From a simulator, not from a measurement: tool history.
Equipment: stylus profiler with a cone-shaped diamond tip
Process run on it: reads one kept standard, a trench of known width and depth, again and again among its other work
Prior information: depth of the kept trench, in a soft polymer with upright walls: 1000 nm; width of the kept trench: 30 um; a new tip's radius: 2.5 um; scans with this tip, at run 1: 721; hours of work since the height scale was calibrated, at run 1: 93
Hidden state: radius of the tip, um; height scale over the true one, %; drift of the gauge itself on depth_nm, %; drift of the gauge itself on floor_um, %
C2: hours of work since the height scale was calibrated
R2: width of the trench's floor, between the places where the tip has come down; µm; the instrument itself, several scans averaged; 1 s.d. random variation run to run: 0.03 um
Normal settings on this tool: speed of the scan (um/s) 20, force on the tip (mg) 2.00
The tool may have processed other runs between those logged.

{"run": 1, "day": 0.0, "speed of the scan (um/s)": 20, "force on the tip (mg)": 2.0, "scans with this tip": 721, "C2": 93, "depth of the trench (Å)": 10081.8, "R2": 25.75}
{"run": 2, "day": 1.162, "speed of the scan (um/s)": 20, "force on the tip (mg)": 2.0, "scans with this tip": 849, "C2": 109, "depth of the trench (Å)": 10079.9, "R2": 25.64}
{"run": 3, "day": 2.908, "speed of the scan (um/s)": 20, "force on the tip (mg)": 1.0, "scans with this tip": 1042, "C2": 134, "depth of the trench (Å)": 10050.6, "R2": 25.56}
{"run": 4, "day": 4.833, "speed of the scan (um/s)": 13, "force on the tip (mg)": 1.0, "scans with this tip": 1254, "C2": 161, "depth of the trench (Å)": 10052.9, "R2": 25.5}
{"run": 5, "day": 6.542, "speed of the scan (um/s)": 13, "force on the tip (mg)": 1.0, "scans with this tip": 1442, "C2": 185, "depth of the trench (Å)": 10054.3, "R2": 25.42}
{"run": 6, "day": 8.446, "speed of the scan (um/s)": 13, "force on the tip (mg)": 1.0, "scans with this tip": 1652, "C2": 212, "depth of the trench (Å)": 10053.1, "R2": 25.38}
{"run": 7, "day": 9.35, "speed of the scan (um/s)": 13, "force on the tip (mg)": 4.45, "scans with this tip": 1751, "C2": 225, "depth of the trench (Å)": 10140.7, "R2": 25.37}
{"run": 8, "day": 11.367, "speed of the scan (um/s)": 20, "force on the tip (mg)": 3.64, "scans with this tip": 1973, "C2": 254, "depth of the trench (Å)": 10121.3, "R2": 25.35}
{"run": 9, "day": 12.767, "speed of the scan (um/s)": 20, "force on the tip (mg)": 3.64, "scans with this tip": 2128, "C2": 274, "depth of the trench (Å)": 10121.6, "R2": 25.28}
{"run": 10, "day": 14.5, "speed of the scan (um/s)": 20, "force on the tip (mg)": 4.24, "scans with this tip": 2319, "C2": 298, "depth of the trench (Å)": 10134.7, "R2": 25.21}
{"run": 11, "day": 15.438, "speed of the scan (um/s)": 20, "force on the tip (mg)": 4.24, "scans with this tip": 2422, "C2": 311, "depth of the trench (Å)": 10130.1, "R2": 25.19}
{"run": 12, "day": 16.771, "speed of the scan (um/s)": 20, "force on the tip (mg)": 4.24, "scans with this tip": 2569, "C2": 330, "depth of the trench (Å)": 10137.5, "R2": 25.13}
{"run": 13, "day": 18.304, "speed of the scan (um/s)": 20, "force on the tip (mg)": 4.24, "scans with this tip": 2738, "C2": 352, "depth of the trench (Å)": 10133.4, "R2": 25.1}
{"run": 14, "day": 19.746, "speed of the scan (um/s)": 20, "force on the tip (mg)": 1.32, "scans with this tip": 2897, "C2": 372, "depth of the trench (Å)": 10065.8, "R2": 25.06}
{"run": 15, "day": 21.704, "speed of the scan (um/s)": 20, "force on the tip (mg)": 1.32, "scans with this tip": 3112, "C2": 400, "depth of the trench (Å)": 10068.7, "R2": 24.92}
{"run": 16, "day": 22.621, "speed of the scan (um/s)": 11, "force on the tip (mg)": 2.0, "scans with this tip": 3213, "C2": 413, "depth of the trench (Å)": 10083.0, "R2": 25.0}
{"run": 17, "day": 24.571, "speed of the scan (um/s)": 11, "force on the tip (mg)": 2.0, "scans with this tip": 3428, "C2": 441, "depth of the trench (Å)": 10091.5, "R2": 24.92}
{"run": 18, "day": 25.5, "speed of the scan (um/s)": 68, "force on the tip (mg)": 2.0, "scans with this tip": 3531, "C2": 454, "depth of the trench (Å)": 10083.7, "R2": 24.77}
{"run": 19, "day": 26.7, "speed of the scan (um/s)": 20, "force on the tip (mg)": 4.75, "scans with this tip": 3663, "C2": 471, "depth of the trench (Å)": 10145.7, "R2": 24.81}
{"run": 20, "day": 28.058, "speed of the scan (um/s)": 20, "force on the tip (mg)": 2.0, "scans with this tip": 3812, "C2": 490, "depth of the trench (Å)": 10081.6, "R2": 24.71}
{"run": 21, "day": 30.017, "speed of the scan (um/s)": 7, "force on the tip (mg)": 2.0, "scans with this tip": 4028, "C2": 518, "depth of the trench (Å)": 10083.2, "R2": 24.79}
{"run": 22, "day": 31.242, "speed of the scan (um/s)": 7, "force on the tip (mg)": 2.0, "scans with this tip": 4163, "C2": 535, "depth of the trench (Å)": 10088.7, "R2": 24.7}
{"run": 23, "day": 33.175, "speed of the scan (um/s)": 7, "force on the tip (mg)": 2.0, "scans with this tip": 4376, "C2": 563, "depth of the trench (Å)": 10089.3, "R2": 24.67}
{"run": 24, "day": 35.025, "speed of the scan (um/s)": 7, "force on the tip (mg)": 2.0, "scans with this tip": 4580, "C2": 589, "depth of the trench (Å)": 10085.2, "R2": 24.58}
{"run": 25, "day": 36.892, "speed of the scan (um/s)": 5, "force on the tip (mg)": 3.7, "scans with this tip": 4785, "C2": 615, "depth of the trench (Å)": 10128.1, "R2": 24.56}
{"run": 26, "day": 38.458, "speed of the scan (um/s)": 9, "force on the tip (mg)": 2.89, "scans with this tip": 4958, "C2": 637, "depth of the trench (Å)": 10110.2, "R2": 24.56}
{"run": 27, "day": 40.029, "speed of the scan (um/s)": 29, "force on the tip (mg)": 2.94, "scans with this tip": 5131, "C2": 660, "depth of the trench (Å)": 10113.4, "R2": 24.39}
{"run": 28, "day": 41.133, "speed of the scan (um/s)": 15, "force on the tip (mg)": 2.41, "scans with this tip": 5253, "C2": 675, "depth of the trench (Å)": 10097.6, "R2": 24.4}
{"run": 29, "day": 42.521, "speed of the scan (um/s)": 13, "force on the tip (mg)": 3.95, "scans with this tip": 5406, "C2": 695, "depth of the trench (Å)": 10134.7, "R2": 24.36}
{"run": 30, "day": 43.933, "speed of the scan (um/s)": 13, "force on the tip (mg)": 3.95, "scans with this tip": 5561, "C2": 715, "depth of the trench (Å)": 10132.1, "R2": 24.34}
{"run": 31, "day": 45.512, "speed of the scan (um/s)": 23, "force on the tip (mg)": 0.94, "scans with this tip": 5735, "C2": 737, "depth of the trench (Å)": 10057.8, "R2": 24.21}
{"run": 32, "day": 47.221, "speed of the scan (um/s)": 11, "force on the tip (mg)": 3.27, "scans with this tip": 5924, "C2": 761, "depth of the trench (Å)": 10122.5, "R2": 24.25}
{"run": 33, "day": 48.983, "speed of the scan (um/s)": 17, "force on the tip (mg)": 1.2, "scans with this tip": 6118, "C2": 786, "depth of the trench (Å)": 10069.4, "R2": 24.14}
{"run": 34, "day": 50.225, "speed of the scan (um/s)": 17, "force on the tip (mg)": 1.2, "scans with this tip": 6255, "C2": 804, "depth of the trench (Å)": 10066.4, "R2": 24.13}
{"run": 35, "day": 51.483, "speed of the scan (um/s)": 17, "force on the tip (mg)": 1.2, "scans with this tip": 6393, "C2": 822, "depth of the trench (Å)": 10069.3, "R2": 24.07}
{"run": 36, "day": 52.688, "speed of the scan (um/s)": 27, "force on the tip (mg)": 1.51, "scans with this tip": 6526, "C2": 839, "depth of the trench (Å)": 10076.6, "R2": 24.03}
{"run": 37, "day": 54.117, "speed of the scan (um/s)": 27, "force on the tip (mg)": 1.51, "scans with this tip": 6683, "C2": 859, "depth of the trench (Å)": 10079.1, "R2": 24.05}
{"run": 38, "day": 54.946, "speed of the scan (um/s)": 27, "force on the tip (mg)": 1.51, "scans with this tip": 6775, "C2": 871, "depth of the trench (Å)": 10078.8, "R2": 23.97}
{"run": 39, "day": 56.675, "speed of the scan (um/s)": 32, "force on the tip (mg)": 2.0, "scans with this tip": 6965, "C2": 895, "depth of the trench (Å)": 10093.1, "R2": 23.93}
{"run": 40, "day": 57.525, "speed of the scan (um/s)": 5, "force on the tip (mg)": 5.31, "scans with this tip": 7059, "C2": 907, "depth of the trench (Å)": 10165.8, "R2": 23.99}
{"run": 41, "day": 58.362, "speed of the scan (um/s)": 24, "force on the tip (mg)": 0.98, "scans with this tip": 7151, "C2": 919, "depth of the trench (Å)": 10062.9, "R2": 23.91}
{"run": 42, "day": 59.412, "speed of the scan (um/s)": 6, "force on the tip (mg)": 1.4, "scans with this tip": 7267, "C2": 934, "depth of the trench (Å)": 10078.7, "R2": 23.93}
{"run": 43, "day": 60.621, "speed of the scan (um/s)": 24, "force on the tip (mg)": 1.51, "scans with this tip": 7400, "C2": 951, "depth of the trench (Å)": 10081.6, "R2": 23.85}
{"run": 44, "day": 62.604, "speed of the scan (um/s)": 24, "force on the tip (mg)": 2.83, "scans with this tip": 7618, "C2": 979, "depth of the trench (Å)": 10120.2, "R2": 23.81}
{"run": 45, "day": 63.512, "speed of the scan (um/s)": 24, "force on the tip (mg)": 2.83, "scans with this tip": 7718, "C2": 992, "depth of the trench (Å)": 10117.0, "R2": 23.81}
{"run": 46, "day": 64.858, "speed of the scan (um/s)": 10, "force on the tip (mg)": 1.51, "scans with this tip": 7867, "C2": 1011, "depth of the trench (Å)": 10079.4, "R2": 23.78}
{"run": 47, "day": 66.4, "speed of the scan (um/s)": 31, "force on the tip (mg)": 2.21, "scans with this tip": 8036, "C2": 1033, "depth of the trench (Å)": 10099.9, "R2": 23.76}

Branching from run 47: 3 alternative next runs. What would each branch give?
{"run": "A", "day": 67.329, "speed of the scan (um/s)": 31, "force on the tip (mg)": 4.17, "scans with this tip": 8139, "C2": 1046, "depth of the trench (Å)": "?", "R2": "?"}
{"run": "B", "day": 67.329, "speed of the scan (um/s)": 8, "force on the tip (mg)": 2.0, "scans with this tip": 8139, "C2": 1046, "depth of the trench (Å)": "?", "R2": "?"}
{"run": "C", "day": 67.329, "speed of the scan (um/s)": 26, "force on the tip (mg)": 0.69, "scans with this tip": 8139, "C2": 1046, "depth of the trench (Å)": "?", "R2": "?"}

run=A depth_of_the_trench_(Å)=10147.4 R2=23.73
run=B depth_of_the_trench_(Å)=10096.1 R2=23.73
run=C depth_of_the_trench_(Å)=10057.4 R2=23.64
With no hidden state in the tool, these same runs would have given:
run=A depth_of_the_trench_(Å)=10130.6 R2=25.98
run=B depth_of_the_trench_(Å)=10079.4 R2=25.98
run=C depth_of_the_trench_(Å)=10040.8 R2=25.89

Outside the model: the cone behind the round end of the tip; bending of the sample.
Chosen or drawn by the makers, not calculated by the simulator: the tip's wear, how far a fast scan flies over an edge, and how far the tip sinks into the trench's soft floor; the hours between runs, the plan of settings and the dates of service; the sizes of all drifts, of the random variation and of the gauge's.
